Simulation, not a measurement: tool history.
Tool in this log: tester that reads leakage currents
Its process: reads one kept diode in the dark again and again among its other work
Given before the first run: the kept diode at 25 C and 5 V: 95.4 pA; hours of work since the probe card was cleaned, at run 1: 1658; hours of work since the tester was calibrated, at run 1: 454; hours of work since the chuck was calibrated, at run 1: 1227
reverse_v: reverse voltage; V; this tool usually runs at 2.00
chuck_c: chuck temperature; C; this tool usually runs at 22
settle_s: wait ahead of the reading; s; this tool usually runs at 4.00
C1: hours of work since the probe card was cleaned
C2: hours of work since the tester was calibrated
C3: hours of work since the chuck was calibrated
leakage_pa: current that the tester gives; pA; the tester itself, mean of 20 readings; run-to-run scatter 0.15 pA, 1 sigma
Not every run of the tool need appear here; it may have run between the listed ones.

Run 1, day 0.000: usual settings; C1 1658; C2 454; C3 1227. Result: leakage_pa 47.00 pA.
Run 2, day 4.400: usual settings; C1 1733; C2 529; C3 1302. Result: leakage_pa 46.96 pA.
Run 3, day 7.333: usual settings; C1 1783; C2 579; C3 1352. Result: leakage_pa 46.93 pA.
Run 4, day 9.550: usual settings; C1 1820; C2 617; C3 1390. Result: leakage_pa 47.04 pA.
Run 5, day 12.462: usual settings but settle_s 0.59 s; C1 1870; C2 666; C3 1439. Result: leakage_pa 47.54 pA.
Run 6, day 16.833: usual settings but settle_s 0.59 s; C1 1945; C2 741; C3 1514. Result: leakage_pa 47.49 pA.
Run 7, day 20.146: usual settings but settle_s 0.59 s; C1 2001; C2 797; C3 1570. Result: leakage_pa 47.25 pA.
Run 8, day 23.654: usual settings but settle_s 0.59 s; C1 2061; C2 857; C3 1630. Result: leakage_pa 47.28 pA.
At day 26.362: probe card cleaned and baked.
Run 9, day 27.625: usual settings but settle_s 0.59 s; C1 22; C2 923; C3 1696. Result: leakage_pa 42.89 pA.
Run 10, day 32.029: usual settings but settle_s 0.59 s; C1 97; C2 998; C3 1771. Result: leakage_pa 42.98 pA.
Run 11, day 34.042: usual settings but settle_s 5.04 s; C1 131; C2 1032; C3 1805. Result: leakage_pa 42.06 pA.
Run 12, day 36.538: usual settings but settle_s 5.04 s; C1 173; C2 1074; C3 1847. Result: leakage_pa 42.05 pA.
Run 13, day 41.138: usual settings but settle_s 3.80 s; C1 252; C2 1153; C3 1926. Result: leakage_pa 42.16 pA.
Run 14, day 45.400: usual settings but reverse_v 1.30 V; C1 324; C2 1225; C3 1998. Result: leakage_pa 34.31 pA.
Run 15, day 48.342: usual settings but settle_s 0.56 s; C1 375; C2 1276; C3 2049. Result: leakage_pa 42.43 pA.
Run 16, day 51.925: usual settings but reverse_v 3.51 V, settle_s 1.88 s; C1 436; C2 1337; C3 2110. Result: leakage_pa 55.21 pA.
Run 17, day 53.908: usual settings but reverse_v 4.89 V, chuck_c 38 C, settle_s 5.88 s; C1 469; C2 1370; C3 2143. Result: leakage_pa 246.65 pA.
Run 18, day 57.854: usual settings but reverse_v 4.89 V, chuck_c 38 C, settle_s 5.88 s; C1 537; C2 1438; C3 2211. Result: leakage_pa 243.68 pA.
Run 19, day 61.888: usual settings but reverse_v 13.46 V, chuck_c 21 C, settle_s 5.88 s; C1 605; C2 1506; C3 2279. Result: leakage_pa 98.39 pA.

Forecast each of these 4 alternatives for the next run:
At day 63.162: chuck's temperature calibrated.
Run A, day 66.038: usual settings but reverse_v 4.25 V, settle_s 5.88 s; C1 675; C2 1576; C3 49. Result: leakage_pa ?.
At day 63.162: chuck's temperature calibrated.
Run B, day 66.038: usual settings but reverse_v 15.15 V, settle_s 0.31 s; C1 675; C2 1576; C3 49. Result: leakage_pa ?.
At day 63.162: chuck's temperature calibrated.
Run C, day 66.038: usual settings but reverse_v 13.46 V, chuck_c 21 C, settle_s 1.84 s; C1 675; C2 1576; C3 49. Result: leakage_pa ?.
At day 63.162: chuck's temperature calibrated.
Run D, day 66.038: usual settings but reverse_v 1.40 V, chuck_c 57 C, settle_s 8.47 s; C1 675; C2 1576; C3 49. Result: leakage_pa ?.

run  leakage_pa
  A       70.69
  B      144.93
  C      118.01
  D      662.54
What these runs would have given with no unlogged condition in the tool:
run  leakage_pa
  A       67.83
  B      134.71
  C      108.97
  D      659.63
